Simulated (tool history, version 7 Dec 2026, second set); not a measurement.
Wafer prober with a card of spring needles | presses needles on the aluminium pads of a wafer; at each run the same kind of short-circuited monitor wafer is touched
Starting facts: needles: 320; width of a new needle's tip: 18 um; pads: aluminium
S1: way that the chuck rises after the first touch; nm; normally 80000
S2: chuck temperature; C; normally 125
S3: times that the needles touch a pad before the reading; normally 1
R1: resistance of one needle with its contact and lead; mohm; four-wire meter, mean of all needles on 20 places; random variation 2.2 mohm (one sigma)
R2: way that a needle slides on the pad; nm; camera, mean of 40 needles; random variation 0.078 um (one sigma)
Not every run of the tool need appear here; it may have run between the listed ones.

Run 1, hour 0: usual settings. Result: R1 250 mohm, R2 18360 nm.
At hour 15.1: tips cleaned on abrasive film.
At hour 30.1: tips cleaned on abrasive film.
At hour 45.2: tips cleaned on abrasive film.
Run 2, hour 46.7: usual settings but S2 80 C. Result: R1 237 mohm, R2 18400 nm.
At hour 58.8: tips cleaned on abrasive film.
At hour 73.8: tips cleaned on abrasive film.
At hour 85.9: tips cleaned on abrasive film.
At hour 101: tips cleaned on abrasive film.
Run 3, hour 111.6: usual settings but S2 59 C. Result: R1 230 mohm, R2 18440 nm.
At hour 114.7: tips cleaned on abrasive film.
At hour 129.7: tips cleaned on abrasive film.
At hour 144.7: tips cleaned on abrasive film.
At hour 156.8: tips cleaned on abrasive film.
At hour 171.8: tips cleaned on abrasive film.
Run 4, hour 175.3: usual settings. Result: R1 245 mohm, R2 18220 nm.
At hour 184.4: tips cleaned on abrasive film.
At hour 199.4: tips cleaned on abrasive film.
At hour 205.7: height of the first contact set anew.
At hour 211.8: tips cleaned on abrasive film.
At hour 226.8: tips cleaned on abrasive film.
At hour 241.9: tips cleaned on abrasive film.
Run 5, hour 244.4: usual settings. Result: R1 247 mohm, R2 18170 nm.
At hour 256.5: tips cleaned on abrasive film.
At hour 271.6: tips cleaned on abrasive film.
At hour 283.6: tips cleaned on abrasive film.
At hour 298.7: tips cleaned on abrasive film.
Run 6, hour 299.7: usual settings. Result: R1 249 mohm, R2 18190 nm.
At hour 311.5: tips cleaned on abrasive film.
At hour 326.6: tips cleaned on abrasive film.
At hour 340.4: tips cleaned on abrasive film.
Run 7, hour 340.4: usual settings. Result: R1 246 mohm, R2 18240 nm.
At hour 355.4: tips cleaned on abrasive film.
At hour 370.5: tips cleaned on abrasive film.
Run 8, hour 376.1: usual settings but S1 68000 nm. Result: R1 255 mohm, R2 15550 nm.
At hour 385.1: tips cleaned on abrasive film.
At hour 400.2: tips cleaned on abrasive film.
At hour 415.1: tips cleaned on abrasive film.
Run 9, hour 415.5: usual settings but S1 68000 nm. Result: R1 252 mohm, R2 15460 nm.
At hour 427.6: tips cleaned on abrasive film.
At hour 442.6: tips cleaned on abrasive film.
At hour 457.7: tips cleaned on abrasive film.
At hour 472.7: tips cleaned on abrasive film.
Run 10, hour 482.8: usual settings but S2 118 C. Result: R1 246 mohm, R2 18090 nm.
At hour 485.9: tips cleaned on abrasive film.
At hour 501: tips cleaned on abrasive film.
At hour 513.1: tips cleaned on abrasive film.
At hour 528.1: tips cleaned on abrasive film.
Run 11, hour 532.9: usual settings. Result: R1 246 mohm, R2 18180 nm.
At hour 541.9: tips cleaned on abrasive film.
At hour 557: tips cleaned on abrasive film.
At hour 569.8: tips cleaned on abrasive film.
Run 12, hour 569.8: usual settings. Result: R1 244 mohm, R2 18150 nm.
At hour 581.9: tips cleaned on abrasive film.
At hour 597: tips cleaned on abrasive film.
At hour 611.9: tips cleaned on abrasive film.
Run 13, hour 612: usual settings. Result: R1 244 mohm, R2 18130 nm.
At hour 626.9: tips cleaned on abrasive film.
At hour 641.9: tips cleaned on abrasive film.
At hour 656.9: tips cleaned on abrasive film.
At hour 671.8: tips cleaned on abrasive film.
Run 14, hour 673.1: usual settings. Result: R1 246 mohm, R2 17960 nm.
At hour 685: tips cleaned on abrasive film.
At hour 700.1: tips cleaned on abrasive film.
Run 15, hour 702.4: usual settings but S1 63000 nm, S2 113 C. Result: R1 252 mohm, R2 14160 nm.
At hour 714.5: tips cleaned on abrasive film.
At hour 729.4: tips cleaned on abrasive film.
At hour 744.4: tips cleaned on abrasive film.
At hour 759.5: tips cleaned on abrasive film.
Run 16, hour 764.8: usual settings but S1 97000 nm, S2 52 C. Result: R1 228 mohm, R2 22000 nm.
At hour 773.9: tips cleaned on abrasive film.
At hour 788.8: tips cleaned on abrasive film.
At hour 803.7: tips cleaned on abrasive film.
Run 17, hour 815.3: usual settings but S1 94000 nm, S2 25 C, S3 2. Result: R1 219 mohm, R2 21110 nm.
At hour 818.4: tips cleaned on abrasive film.
At hour 830.5: tips cleaned on abrasive film.
At hour 845.6: tips cleaned on abrasive film.
Run 18, hour 851.2: usual settings but S1 94000 nm, S2 25 C, S3 2. Result: R1 223 mohm, R2 21240 nm.
At hour 860.2: tips cleaned on abrasive film.
At hour 872.3: tips cleaned on abrasive film.
At hour 872.6: height of the first contact set anew.
At hour 887.7: tips cleaned on abrasive film.
At hour 899.7: tips cleaned on abrasive film.
At hour 914.6: tips cleaned on abrasive film.
Run 19, hour 919.8: usual settings but S1 94000 nm, S2 25 C, S3 2. Result: R1 222 mohm, R2 21080 nm.
At hour 928.9: tips cleaned on abrasive film.
At hour 943.7: tips cleaned on abrasive film.
At hour 958.8: tips cleaned on abrasive film.
At hour 970.8: tips cleaned on abrasive film.
At hour 985.9: tips cleaned on abrasive film.
Run 20, hour 987: usual settings but S2 39 C, S3 3. Result: R1 227 mohm, R2 18120 nm.
At hour 999.1: tips cleaned on abrasive film.
At hour 1014.1: tips cleaned on abrasive film.
At hour 1026.2: tips cleaned on abrasive film.
At hour 1041.2: tips cleaned on abrasive film.
Run 21, hour 1044.6: usual settings but S2 39 C, S3 3. Result: R1 229 mohm, R2 17950 nm.
At hour 1053.7: tips cleaned on abrasive film.
At hour 1068.7: tips cleaned on abrasive film.
At hour 1083.8: tips cleaned on abrasive film.
At hour 1098.9: tips cleaned on abrasive film.
Run 22, hour 1103.4: usual settings but S2 39 C, S3 3. Result: R1 226 mohm, R2 17920 nm.
At hour 1112.4: tips cleaned on abrasive film.
At hour 1127.4: tips cleaned on abrasive film.
At hour 1141.3: tips cleaned on abrasive film.
Run 23, hour 1141.3: usual settings but S1 65000 nm, S2 69 C, S3 3. Result: R1 235 mohm, R2 14490 nm.
At hour 1153.4: tips cleaned on abrasive film.
At hour 1162.3: gauge calibrated.
At hour 1168.2: tips cleaned on abrasive film.
At hour 1183.3: tips cleaned on abrasive film.
Run 24, hour 1192.6: usual settings but S1 65000 nm, S2 75 C, S3 2. Result: R1 237 mohm, R2 14920 nm.
At hour 1195.7: tips cleaned on abrasive film.
At hour 1210.5: tips cleaned on abrasive film.
At hour 1225.6: tips cleaned on abrasive film.
At hour 1240.7: tips cleaned on abrasive film.
Run 25, hour 1245.5: usual settings but S1 76000 nm. Result: R1 245 mohm, R2 17430 nm.
At hour 1254.6: tips cleaned on abrasive film.
At hour 1269.6: tips cleaned on abrasive film.
At hour 1284.5: tips cleaned on abrasive film.
At hour 1299.6: tips cleaned on abrasive film.
Run 26, hour 1303: usual settings but S1 86000 nm, S2 51 C, S3 2. Result: R1 227 mohm, R2 19730 nm.

Some steps in R2 between neighbouring runs. How much of each would the tool show without its hidden state too (settings, what came in, random variation), and how much is left for the hidden state, with any gauge scatter that isn't in both results?
The hidden state here: debris on the tips, nm; way that the needles fall short of the set height, um; tips' diameter, um; drift of the gauge itself on contact_mohm, %; drift of the gauge itself on scrub_um, %.
Run 14 -> 15: S1 80000 -> 63000, S2 125 -> 113, tips cleaned on abrasive film, tips cleaned on abrasive film. R2 -3800 nm: hidden state +50, all else -3850.
Run 15 -> 16: S1 63000 -> 97000, S2 113 -> 52, tips cleaned on abrasive film, tips cleaned on abrasive film, tips cleaned on abrasive film, tips cleaned on abrasive film. R2 +7840 nm: hidden state -160, all else +8000.
Run 23 -> 24: S2 69 -> 75, S3 3 -> 2, tips cleaned on abrasive film, gauge calibrated, tips cleaned on abrasive film, tips cleaned on abrasive film. R2 +430 nm: hidden state +390, all else +40.
